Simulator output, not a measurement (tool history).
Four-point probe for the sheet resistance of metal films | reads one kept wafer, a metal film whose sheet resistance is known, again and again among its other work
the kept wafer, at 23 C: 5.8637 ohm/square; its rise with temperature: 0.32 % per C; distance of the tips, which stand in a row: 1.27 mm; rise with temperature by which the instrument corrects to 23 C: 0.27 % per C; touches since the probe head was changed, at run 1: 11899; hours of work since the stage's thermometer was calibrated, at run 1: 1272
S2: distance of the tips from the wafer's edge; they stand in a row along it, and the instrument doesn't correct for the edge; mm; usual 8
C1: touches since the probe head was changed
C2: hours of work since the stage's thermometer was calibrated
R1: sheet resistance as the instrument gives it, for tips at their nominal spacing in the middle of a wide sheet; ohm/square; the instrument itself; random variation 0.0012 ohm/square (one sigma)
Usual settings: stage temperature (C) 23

run 1 hour=0 | stage_temperature_(C)=23 S2=8 | C1=11899 C2=1272 | R1=5.943346
run 2 hour=19.4 | stage_temperature_(C)=20 S2=8 | C1=12288 C2=1282 | R1=5.933258
run 3 hour=62.7 | stage_temperature_(C)=23 S2=8 | C1=13155 C2=1305 | R1=5.943759
-- hour=85.5 stage's thermometer calibrated
run 4 hour=108.1 | stage_temperature_(C)=23 S2=8 | C1=14056 C2=12 | R1=5.941688
run 5 hour=141.8 | stage_temperature_(C)=23 S2=3 | C1=14731 C2=30 | R1=6.375803
run 6 hour=172.3 | stage_temperature_(C)=23 S2=24 | C1=15341 C2=46 | R1=5.870999
run 7 hour=201.4 | stage_temperature_(C)=23 S2=10 | C1=15924 C2=61 | R1=5.916511
run 8 hour=232.1 | stage_temperature_(C)=23 S2=10 | C1=16539 C2=77 | R1=5.913885
run 9 hour=276.8 | stage_temperature_(C)=23 S2=12 | C1=17436 C2=100 | R1=5.897096
run 10 hour=309.8 | stage_temperature_(C)=23 S2=24 | C1=18097 C2=118 | R1=5.873355
run 11 hour=349.7 | stage_temperature_(C)=23 S2=24 | C1=18896 C2=139 | R1=5.870675
run 12 hour=389.9 | stage_temperature_(C)=23 S2=24 | C1=19702 C2=160 | R1=5.87146
run 13 hour=412.8 | stage_temperature_(C)=23 S2=24 | C1=20161 C2=172 | R1=5.872519
run 14 hour=454.1 | stage_temperature_(C)=23 S2=24 | C1=20989 C2=193 | R1=5.87233
run 15 hour=499.5 | stage_temperature_(C)=23 S2=24 | C1=21899 C2=217 | R1=5.871647
run 16 hour=544.3 | stage_temperature_(C)=23 S2=8 | C1=22797 C2=241 | R1=5.944474
run 17 hour=563.8 | stage_temperature_(C)=20 S2=8 | C1=23187 C2=251 | R1=5.931962
run 18 hour=601.4 | stage_temperature_(C)=20 S2=8 | C1=23941 C2=270 | R1=5.934088
run 19 hour=628 | stage_temperature_(C)=23 S2=8 | C1=24474 C2=284 | R1=5.942785
run 20 hour=670.6 | stage_temperature_(C)=23 S2=8 | C1=25328 C2=307 | R1=5.942196
run 21 hour=706.3 | stage_temperature_(C)=23 S2=8 | C1=26043 C2=325 | R1=5.94253
run 22 hour=752.1 | stage_temperature_(C)=23 S2=8 | C1=26960 C2=349 | R1=5.941796
run 23 hour=773.9 | stage_temperature_(C)=23 S2=8 | C1=27397 C2=361 | R1=5.943481
run 24 hour=815.8 | stage_temperature_(C)=35 S2=3 | C1=28236 C2=383 | R1=6.413967
run 25 hour=859.8 | stage_temperature_(C)=19 S2=5 | C1=29119 C2=406 | R1=6.047498
run 26 hour=898.2 | stage_temperature_(C)=24 S2=16 | C1=29888 C2=426 | R1=5.886577
run 27 hour=924.1 | stage_temperature_(C)=30 S2=46 | C1=30406 C2=440 | R1=5.887524
run 28 hour=948.8 | stage_temperature_(C)=19 S2=33 | C1=30903 C2=453 | R1=5.856164
run 29 hour=995 | stage_temperature_(C)=23 S2=8 | C1=31828 C2=477 | R1=5.942955
run 30 hour=1014.7 | stage_temperature_(C)=20 S2=22 | C1=32221 C2=487 | R1=5.86408
run 31 hour=1042.8 | stage_temperature_(C)=35 S2=37 | C1=32784 C2=502 | R1=5.901776
run 32 hour=1070.4 | stage_temperature_(C)=19 S2=74 | C1=33339 C2=516 | R1=5.854391
run 33 hour=1091 | stage_temperature_(C)=25 S2=7 | C1=33752 C2=527 | R1=5.96915
run 34 hour=1125.7 | stage_temperature_(C)=25 S2=7 | C1=34447 C2=545 | R1=5.972642
run 35 hour=1170 | stage_temperature_(C)=25 S2=13 | C1=35335 C2=569 | R1=5.900668
run 36 hour=1194.9 | stage_temperature_(C)=25 S2=13 | C1=35833 C2=582 | R1=5.89957
run 37 hour=1237.8 | stage_temperature_(C)=20 S2=28 | C1=36694 C2=604 | R1=5.862942
run 38 hour=1261.5 | stage_temperature_(C)=23 S2=5 | C1=37168 C2=617 | R1=6.061936
run 39 hour=1294.3 | stage_temperature_(C)=26 S2=9 | C1=37825 C2=634 | R1=5.935236
run 40 hour=1335.3 | stage_temperature_(C)=26 S2=9 | C1=38648 C2=655 | R1=5.935959
run 41 hour=1365.3 | stage_temperature_(C)=32 S2=26 | C1=39249 C2=671 | R1=5.89807
run 42 hour=1409.9 | stage_temperature_(C)=32 S2=26 | C1=40142 C2=694 | R1=5.897888
run 43 hour=1453.1 | stage_temperature_(C)=32 S2=26 | C1=41007 C2=717 | R1=5.8986
run 44 hour=1499 | stage_temperature_(C)=32 S2=26 | C1=41927 C2=741 | R1=5.898458
run 45 hour=1521.8 | stage_temperature_(C)=19 S2=12 | C1=42383 C2=753 | R1=5.886248

4 ways to go on from here, each from the tool as it stands after run 45. What would each give?
run A hour=1550.9 | stage_temperature_(C)=18 S2=5 | C1=42968 C2=768 | R1=?
run B hour=1550.9 | stage_temperature_(C)=19 S2=28 | C1=42968 C2=768 | R1=?
run C hour=1550.9 | stage_temperature_(C)=29 S2=8 | C1=42968 C2=768 | R1=?
run D hour=1550.9 | stage_temperature_(C)=19 S2=27 | C1=42968 C2=768 | R1=?

run=A R1=6.042024
run=B R1=5.855621
run=C R1=5.960192
run=D R1=5.85951
Without the tool's hidden state the same runs would have given:
run=A R1=6.042183
run=B R1=5.855775
run=C R1=5.96035
run=D R1=5.859665
